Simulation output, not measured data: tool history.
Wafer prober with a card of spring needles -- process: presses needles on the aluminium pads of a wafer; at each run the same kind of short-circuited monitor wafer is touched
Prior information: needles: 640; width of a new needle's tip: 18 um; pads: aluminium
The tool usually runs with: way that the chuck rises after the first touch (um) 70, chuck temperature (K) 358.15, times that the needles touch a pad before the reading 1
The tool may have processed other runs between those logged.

run   hour  way that the chuck rises after the first touch (um)  chuck temperature (K)  times that the needles touch a pad before the reading  resistance of one needle with its contact and lead (mohm)  way that a needle slides on the pad (um)
  1    0.0                                                   70                 358.15                                                      1                                                        172                                     18.55
       4.7  -- tips cleaned on abrasive film
       9.5  -- tips cleaned on abrasive film
      15.4  -- tips cleaned on abrasive film
      20.1  -- tips cleaned on abrasive film
      26.1  -- tips cleaned on abrasive film
      32.0  -- tips cleaned on abrasive film
      36.7  -- tips cleaned on abrasive film
      41.5  -- tips cleaned on abrasive film
      46.2  -- tips cleaned on abrasive film
  2   49.9                                                   70                 358.15                                                      1                                                        173                                     18.35
      51.2  -- tips cleaned on abrasive film
      57.1  -- tips cleaned on abrasive film
      61.8  -- tips cleaned on abrasive film
      67.7  -- tips cleaned on abrasive film
      73.6  -- tips cleaned on abrasive film
      79.5  -- tips cleaned on abrasive film
      84.3  -- tips cleaned on abrasive film
      90.2  -- tips cleaned on abrasive film
      96.1  -- tips cleaned on abrasive film
     100.8  -- tips cleaned on abrasive film
     105.6  -- tips cleaned on abrasive film
     111.5  -- tips cleaned on abrasive film
     116.2  -- tips cleaned on abrasive film
  3  119.2                                                   70                 358.15                                                      1                                                        172                                     18.76
     121.6  -- tips cleaned on abrasive film
     126.3  -- tips cleaned on abrasive film
     131.1  -- tips cleaned on abrasive film
     135.8  -- tips cleaned on abrasive film
     141.7  -- tips cleaned on abrasive film
     146.5  -- tips cleaned on abrasive film
     151.2  -- tips cleaned on abrasive film
     156.0  -- tips cleaned on abrasive film
     160.7  -- tips cleaned on abrasive film
  4  160.7                                                   70                 358.15                                                      1                                                        172                                     18.54
     165.6  -- tips cleaned on abrasive film
     170.3  -- tips cleaned on abrasive film
     175.0  -- tips cleaned on abrasive film
     181.0  -- tips cleaned on abrasive film
     186.9  -- tips cleaned on abrasive film
     191.6  -- tips cleaned on abrasive film
     197.5  -- tips cleaned on abrasive film
     203.4  -- tips cleaned on abrasive film
     209.3  -- tips cleaned on abrasive film
     215.2  -- tips cleaned on abrasive film
     220.0  -- tips cleaned on abrasive film
     225.9  -- tips cleaned on abrasive film
     231.8  -- tips cleaned on abrasive film
     236.5  -- tips cleaned on abrasive film
  5  238.2                                                   70                 358.15                                                      1                                                        172                                     18.63
     241.8  -- tips cleaned on abrasive film
     247.7  -- tips cleaned on abrasive film
     252.5  -- tips cleaned on abrasive film
     258.4  -- tips cleaned on abrasive film
     264.3  -- tips cleaned on abrasive film
     269.0  -- tips cleaned on abrasive film
     273.8  -- tips cleaned on abrasive film
     278.7  -- height of the first contact set anew
     280.0  -- tips cleaned on abrasive film
     284.7  -- tips cleaned on abrasive film
     290.6  -- tips cleaned on abrasive film
     295.4  -- tips cleaned on abrasive film
     301.3  -- tips cleaned on abrasive film
     306.0  -- tips cleaned on abrasive film
     311.9  -- tips cleaned on abrasive film
     317.8  -- tips cleaned on abrasive film
  6  321.9                                                   70                 358.15                                                      1                                                        173                                     18.40
     323.2  -- tips cleaned on abrasive film
     327.9  -- tips cleaned on abrasive film
     332.7  -- tips cleaned on abrasive film
     337.4  -- tips cleaned on abrasive film
     342.2  -- tips cleaned on abrasive film
     346.9  -- tips cleaned on abrasive film
     352.8  -- tips cleaned on abrasive film
     357.6  -- tips cleaned on abrasive film
     363.5  -- tips cleaned on abrasive film
     369.4  -- tips cleaned on abrasive film
     375.3  -- tips cleaned on abrasive film
     381.2  -- tips cleaned on abrasive film
     387.1  -- tips cleaned on abrasive film
  7  389.5                                                   81                 358.15                                                      1                                                        170                                     21.59
     391.9  -- tips cleaned on abrasive film
     396.6  -- tips cleaned on abrasive film
     401.4  -- tips cleaned on abrasive film
     406.1  -- tips cleaned on abrasive film
     410.8  -- tips cleaned on abrasive film
     416.7  -- tips cleaned on abrasive film
     421.5  -- tips cleaned on abrasive film
     426.2  -- tips cleaned on abrasive film
     431.0  -- tips cleaned on abrasive film
     435.7  -- tips cleaned on abrasive film
     440.5  -- tips cleaned on abrasive film
     446.4  -- tips cleaned on abrasive film
     452.3  -- tips cleaned on abrasive film
     457.0  -- tips cleaned on abrasive film
     461.8  -- tips cleaned on abrasive film
  8  465.5                                                   70                 358.15                                                      1                                                        175                                     18.51
     466.7  -- tips cleaned on abrasive film
     471.5  -- tips cleaned on abrasive film
     477.4  -- tips cleaned on abrasive film
     483.3  -- tips cleaned on abrasive film
     488.0  -- tips cleaned on abrasive film
     493.9  -- tips cleaned on abrasive film
     498.7  -- tips cleaned on abrasive film
     504.6  -- tips cleaned on abrasive film
  9  508.6                                                   77                 298.15                                                      1                                                        158                                     20.44
     509.8  -- tips cleaned on abrasive film
     515.8  -- tips cleaned on abrasive film
     521.7  -- tips cleaned on abrasive film
     526.4  -- tips cleaned on abrasive film
     531.2  -- tips cleaned on abrasive film
     535.9  -- tips cleaned on abrasive film
     540.6  -- tips cleaned on abrasive film
     545.4  -- tips cleaned on abrasive film
     550.1  -- tips cleaned on abrasive film
     556.0  -- tips cleaned on abrasive film
     560.8  -- tips cleaned on abrasive film
     561.1  -- height of the first contact set anew
     565.8  -- tips cleaned on abrasive film
     571.7  -- tips cleaned on abrasive film
     576.5  -- tips cleaned on abrasive film
 10  577.6                                                   55                 298.15                                                      2                                                        162                                     14.64
     582.3  -- tips cleaned on abrasive film
     587.1  -- tips cleaned on abrasive film
     591.8  -- tips cleaned on abrasive film
     596.6  -- tips cleaned on abrasive film
     602.5  -- tips cleaned on abrasive film
     607.2  -- tips cleaned on abrasive film
     613.1  -- tips cleaned on abrasive film
     617.9  -- tips cleaned on abrasive film
     623.8  -- tips cleaned on abrasive film
     628.5  -- tips cleaned on abrasive film
     633.3  -- tips cleaned on abrasive film
     639.2  -- tips cleaned on abrasive film
     643.9  -- tips cleaned on abrasive film
     648.7  -- tips cleaned on abrasive film
     653.4  -- tips cleaned on abrasive film
     659.3  -- tips cleaned on abrasive film
 11  660.5                                                   71                 346.15                                                      1                                                        168                                     18.85

The next listed run, before its measurement:
     665.2  -- tips cleaned on abrasive film
     671.1  -- tips cleaned on abrasive film
     677.0  -- tips cleaned on abrasive film
     681.8  -- tips cleaned on abrasive film
     686.5  -- tips cleaned on abrasive film
     691.3  -- tips cleaned on abrasive film
     697.2  -- tips cleaned on abrasive film
     701.9  -- tips cleaned on abrasive film
     706.7  -- tips cleaned on abrasive film
     711.4  -- tips cleaned on abrasive film
     717.3  -- tips cleaned on abrasive film
 12  721.1                                                   71                 355.15                                                      1                                                          ?                                         ?

Run 12 yielded resistance of one needle with its contact and lead (mohm) 174, way that a needle slides on the pad (um) 18.91.
With no hidden state in the tool, this same run would have given resistance of one needle with its contact and lead (mohm) 173, way that a needle slides on the pad (um) 18.92.
